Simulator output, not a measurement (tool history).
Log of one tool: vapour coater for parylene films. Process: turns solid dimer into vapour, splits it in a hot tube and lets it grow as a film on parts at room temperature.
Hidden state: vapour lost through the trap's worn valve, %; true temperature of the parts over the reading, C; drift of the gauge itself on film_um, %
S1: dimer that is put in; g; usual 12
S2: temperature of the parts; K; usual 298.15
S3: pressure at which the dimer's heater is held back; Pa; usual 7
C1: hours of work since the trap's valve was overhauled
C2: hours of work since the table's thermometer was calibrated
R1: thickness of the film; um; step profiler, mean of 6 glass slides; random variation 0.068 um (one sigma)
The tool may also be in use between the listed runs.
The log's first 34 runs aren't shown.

run,hour,S1,S2,S3,C1,C2,R1
35,879.1,12,302.15,3.79,238,1364,6.64
36,909.3,12,302.15,3.79,263,1389,6.61
37,936.8,18,294.15,8.94,285,1411,13.01
38,963.6,22,294.15,2.1,307,1433,18.08
39,983.9,12,298.15,7.07,323,1450,7.31
40,1013.7,22,297.15,3.8,347,1474,14.9
41,1044.1,22,297.15,3.8,372,1498,15.22
42,1065.1,8,298.15,7,389,1516,4.87
43,1084.1,10,298.15,2.54,405,1531,6.7
44,1101.9,12,290.15,7,419,1546,10.43
45,1124.3,12,300.15,2.71,437,1564,7.28
46,1149.8,10,299.15,2.44,458,1584,6.32
47,1178.3,10,298.15,7,481,1608,6.02

Forecast each of these 3 alternatives for the next run:
A,1208.2,13,292.15,4.09,506,1632,?
B,1208.2,5,298.15,3.62,506,1632,?
C,1208.2,17,298.15,4.06,506,1632,?

run,R1
A,10.76
B,3.12
C,10.64
Without the tool's hidden state the same runs would have given:
run,R1
A,12.25
B,3.56
C,12.1

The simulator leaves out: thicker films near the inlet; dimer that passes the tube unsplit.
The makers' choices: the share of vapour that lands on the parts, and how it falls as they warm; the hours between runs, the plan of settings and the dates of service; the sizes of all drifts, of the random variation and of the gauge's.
